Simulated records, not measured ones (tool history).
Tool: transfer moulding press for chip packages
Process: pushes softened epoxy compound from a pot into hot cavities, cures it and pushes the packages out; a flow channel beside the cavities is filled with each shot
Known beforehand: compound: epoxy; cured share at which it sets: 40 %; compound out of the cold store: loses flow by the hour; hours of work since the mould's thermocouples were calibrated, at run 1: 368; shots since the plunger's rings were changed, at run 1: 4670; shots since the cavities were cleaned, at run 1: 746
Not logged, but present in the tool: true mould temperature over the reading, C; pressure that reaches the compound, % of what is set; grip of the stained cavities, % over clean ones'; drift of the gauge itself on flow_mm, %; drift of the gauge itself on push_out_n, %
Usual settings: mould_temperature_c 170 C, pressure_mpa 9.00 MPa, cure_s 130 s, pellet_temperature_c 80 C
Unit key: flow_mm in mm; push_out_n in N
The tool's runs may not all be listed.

run   hour  mould_temperature_c  pressure_mpa  cure_s  pellet_temperature_c  hours of work since the mould's thermocouples were calibrated  shots since the plunger's rings were changed  shots since the cavities were cleaned  incoming compound's hours out of the cold store  flow_mm  push_out_n
  1    0.0                  170          9.00     130                    80                                                            368                                          4670                                    746                                             37.0      712         245
  2    8.9                  170          9.00     130                    80                                                            373                                          4741                                    817                                             41.7      696         268
  3   17.7                  170          9.00     130                    80                                                            378                                          4810                                    886                                             25.7      766         261
  4   31.4                  170          9.00     130                    80                                                            385                                          4920                                    996                                             43.7      688         244
  5   39.8                  172          9.00     130                    80                                                            390                                          4987                                   1063                                             37.8      712         251
  6   50.3                  172          9.00     130                    80                                                            396                                          5071                                   1147                                             45.7      673         238
      53.1  -- cavities cleaned with cleaning compound and waxed
  7   60.4                  170          9.00     130                    80                                                            400                                          5139                                     58                                             28.7      746         248
  8   71.8                  170          9.00     130                    80                                                            407                                          5230                                    149                                             24.4      774         262
  9   79.3                  170          9.00     130                    80                                                            411                                          5290                                    209                                             26.3      762         264
      91.9  -- mould's thermocouples calibrated
 10   92.2                  170          8.59     130                    80                                                              0                                          5377                                    296                                             11.2      818         270
 11  105.2                  170          8.59     130                    80                                                              7                                          5481                                    400                                             18.2      787         260
 12  119.5                  170          9.00     130                    75                                                             15                                          5595                                    514                                             25.9      764         247
 13  127.4                  170          9.00     130                    75                                                             19                                          5657                                    576                                             45.9      677         246
 14  135.7                  170          9.00     130                    75                                                             24                                          5724                                    643                                             16.8      809         256
 15  144.6                  170          9.00     130                    75                                                             29                                          5795                                    714                                             23.2      772         250
 16  156.1                  170          9.46     130                    75                                                             35                                          5886                                    805                                             10.5      854         272
 17  166.6                  170          9.46     130                    75                                                             41                                          5970                                    889                                              8.3      870         252
 18  179.8                  170          7.23     130                    78                                                             48                                          6075                                    994                                             44.1      614         243
 19  186.2                  170          7.23     130                    78                                                             51                                          6126                                   1045                                             26.7      680         248
 20  200.0                  170          7.23     130                    78                                                             59                                          6236                                   1155                                             17.1      710         262
     202.9  -- cavities cleaned with cleaning compound and waxed
 21  215.3                  176          7.53     123                    81                                                             67                                          6346                                     99                                             25.1      685         245
 22  226.8                  175          9.00     130                    87                                                             73                                          6438                                    191                                             14.2      781         228
 23  233.2                  170         10.15     130                    80                                                             76                                          6488                                    241                                             30.6      784         258
 24  244.6                  170          9.00     130                    71                                                             83                                          6580                                    333                                             18.0      811         257
 25  253.7                  170          9.00     130                    71                                                             88                                          6652                                    405                                             22.1      790         257
 26  265.0                  170          9.00     130                    71                                                             94                                          6742                                    495                                             16.1      813         256
 27  272.5                  170          7.48     158                    71                                                             98                                          6802                                    555                                             32.1      674         234
     276.4  -- plunger's sealing rings changed
 28  284.0                  170         10.15     158                    71                                                            103                                            61                                    627                                             25.0      810         242
 29  291.2                  170         10.21     165                    71                                                            107                                           118                                    684                                              9.4      894         218

Alternative continuations, all from the tool just after run 29; predict every row:
  A  300.2                  170          7.74     165                    71                                                            112                                           190                                    756                                             33.7        ?           ?
  B  300.2                  177         10.21     165                    75                                                            112                                           190                                    756                                             18.5        ?           ?
  C  300.2                  170          9.00     144                    75                                                            112                                           190                                    756                                             30.6        ?           ?

run  flow_mm  push_out_n
  A      676         234
  B      823         232
  C      742         245
With the hidden condition removed and each run's random variation left untouched, the same runs would have given:
run  flow_mm  push_out_n
  A      676         232
  B      823         231
  C      742         244
